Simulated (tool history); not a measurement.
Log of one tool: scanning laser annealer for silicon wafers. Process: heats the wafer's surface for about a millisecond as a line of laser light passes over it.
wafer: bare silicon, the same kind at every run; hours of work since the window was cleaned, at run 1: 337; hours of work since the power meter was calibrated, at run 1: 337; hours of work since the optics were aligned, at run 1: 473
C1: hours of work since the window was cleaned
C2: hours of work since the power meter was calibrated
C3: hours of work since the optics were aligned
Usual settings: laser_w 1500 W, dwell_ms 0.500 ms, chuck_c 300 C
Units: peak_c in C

run 1 hour=0.0 | laser_w=1500 dwell_ms=0.500 chuck_c=300 | C1=337 C2=337 C3=473 | peak_c=1081
-- hour=4.6 window over the wafer cleaned
run 2 hour=19.3 | laser_w=1500 dwell_ms=0.500 chuck_c=300 | C1=10 C2=349 C3=485 | peak_c=1079
run 3 hour=43.4 | laser_w=1446 dwell_ms=0.500 chuck_c=300 | C1=27 C2=366 C3=502 | peak_c=1055
run 4 hour=70.5 | laser_w=1621 dwell_ms=0.500 chuck_c=300 | C1=46 C2=385 C3=521 | peak_c=1141
run 5 hour=87.5 | laser_w=1621 dwell_ms=0.500 chuck_c=300 | C1=58 C2=396 C3=533 | peak_c=1141
run 6 hour=99.3 | laser_w=1500 dwell_ms=0.382 chuck_c=300 | C1=66 C2=405 C3=541 | peak_c=966
run 7 hour=120.4 | laser_w=1500 dwell_ms=0.382 chuck_c=300 | C1=80 C2=419 C3=555 | peak_c=968
run 8 hour=132.2 | laser_w=1500 dwell_ms=0.500 chuck_c=278 | C1=89 C2=427 C3=564 | peak_c=1059
run 9 hour=156.9 | laser_w=1500 dwell_ms=0.500 chuck_c=300 | C1=106 C2=445 C3=581 | peak_c=1080
run 10 hour=176.8 | laser_w=1500 dwell_ms=0.500 chuck_c=300 | C1=120 C2=458 C3=595 | peak_c=1080
run 11 hour=189.1 | laser_w=1500 dwell_ms=0.500 chuck_c=300 | C1=128 C2=467 C3=603 | peak_c=1083
run 12 hour=214.6 | laser_w=1500 dwell_ms=0.500 chuck_c=300 | C1=146 C2=485 C3=621 | peak_c=1082
run 13 hour=233.6 | laser_w=1500 dwell_ms=0.500 chuck_c=300 | C1=159 C2=498 C3=634 | peak_c=1078
run 14 hour=250.4 | laser_w=1500 dwell_ms=0.561 chuck_c=300 | C1=171 C2=509 C3=646 | peak_c=1136
run 15 hour=262.5 | laser_w=1500 dwell_ms=0.500 chuck_c=260 | C1=179 C2=518 C3=654 | peak_c=1041
run 16 hour=275.9 | laser_w=1500 dwell_ms=0.500 chuck_c=260 | C1=188 C2=527 C3=663 | peak_c=1045
run 17 hour=303.6 | laser_w=1500 dwell_ms=0.500 chuck_c=260 | C1=207 C2=546 C3=683 | peak_c=1038
run 18 hour=328.0 | laser_w=1500 dwell_ms=0.500 chuck_c=260 | C1=224 C2=563 C3=699 | peak_c=1041
run 19 hour=350.4 | laser_w=1500 dwell_ms=0.500 chuck_c=260 | C1=240 C2=579 C3=715 | peak_c=1039
run 20 hour=375.2 | laser_w=1500 dwell_ms=0.500 chuck_c=266 | C1=257 C2=596 C3=732 | peak_c=1046
run 21 hour=401.4 | laser_w=1500 dwell_ms=0.500 chuck_c=266 | C1=275 C2=614 C3=750 | peak_c=1046
run 22 hour=416.6 | laser_w=1387 dwell_ms=0.500 chuck_c=266 | C1=286 C2=625 C3=761 | peak_c=988
run 23 hour=440.9 | laser_w=1622 dwell_ms=0.528 chuck_c=323 | C1=303 C2=642 C3=778 | peak_c=1195
run 24 hour=457.7 | laser_w=1500 dwell_ms=0.479 chuck_c=319 | C1=314 C2=653 C3=789 | peak_c=1083
run 25 hour=472.9 | laser_w=1500 dwell_ms=0.479 chuck_c=290 | C1=325 C2=664 C3=800 | peak_c=1048
run 26 hour=488.6 | laser_w=1500 dwell_ms=0.479 chuck_c=290 | C1=336 C2=675 C3=811 | peak_c=1046
-- hour=495.2 window over the wafer cleaned
run 27 hour=514.2 | laser_w=1544 dwell_ms=0.479 chuck_c=304 | C1=13 C2=691 C3=827 | peak_c=1087
run 28 hour=541.1 | laser_w=1500 dwell_ms=0.500 chuck_c=292 | C1=32 C2=710 C3=846 | peak_c=1072

The next listed run, before its measurement:
run 29 hour=563.7 | laser_w=1492 dwell_ms=0.500 chuck_c=314 | C1=48 C2=725 C3=862 | peak_c=?

{"run 29": {"peak_c": 1089}}
Without the tool's hidden state the same run would have given peak_c 1089 C.
